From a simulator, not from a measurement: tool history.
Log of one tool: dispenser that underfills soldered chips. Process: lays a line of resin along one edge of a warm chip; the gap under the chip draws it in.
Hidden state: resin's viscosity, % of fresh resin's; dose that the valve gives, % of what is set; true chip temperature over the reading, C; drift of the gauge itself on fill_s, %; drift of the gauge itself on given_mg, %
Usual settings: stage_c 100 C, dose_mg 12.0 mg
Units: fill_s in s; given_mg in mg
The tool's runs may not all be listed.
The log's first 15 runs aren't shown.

run   hour  stage_c  dose_mg  hours of work since the syringe was changed  hours of work since the valve was cleaned  hours of work since the stage was calibrated  fill_s  given_mg
     122.2  -- new syringe of resin
 16  123.1       94     12.0                                            1                                         26                                           263    53.4     11.93
 17  129.8       94     12.0                                            5                                         31                                           268    67.8     11.84
 18  134.6       95     12.0                                            9                                         34                                           271    75.3     11.84
     136.7  -- new syringe of resin
 19  143.3       95     12.0                                            5                                         40                                           277    61.3     11.83
     151.6  -- new syringe of resin
 20  154.6       95     10.4                                            2                                         48                                           285    54.1     10.24
 21  160.5      100     12.6                                            6                                         52                                           289    54.0     12.37
     165.8  -- new syringe of resin
 22  169.6      107     10.6                                            3                                         58                                           295    37.2     10.37
 23  178.7      110     11.8                                            9                                         65                                           301    44.6     11.51
     180.1  -- new syringe of resin
 24  186.3      110     11.8                                            4                                         70                                           306    36.8     11.53

Forecast run 25:
     194.7  -- new syringe of resin
 25  195.3      110     11.8                                            0                                         76                                           312       ?         ?

fill_s: 29.1 s
given_mg: 11.51 mg
Without the tool's hidden state the same run would have given fill_s 30.2 s, given_mg 11.84 mg.

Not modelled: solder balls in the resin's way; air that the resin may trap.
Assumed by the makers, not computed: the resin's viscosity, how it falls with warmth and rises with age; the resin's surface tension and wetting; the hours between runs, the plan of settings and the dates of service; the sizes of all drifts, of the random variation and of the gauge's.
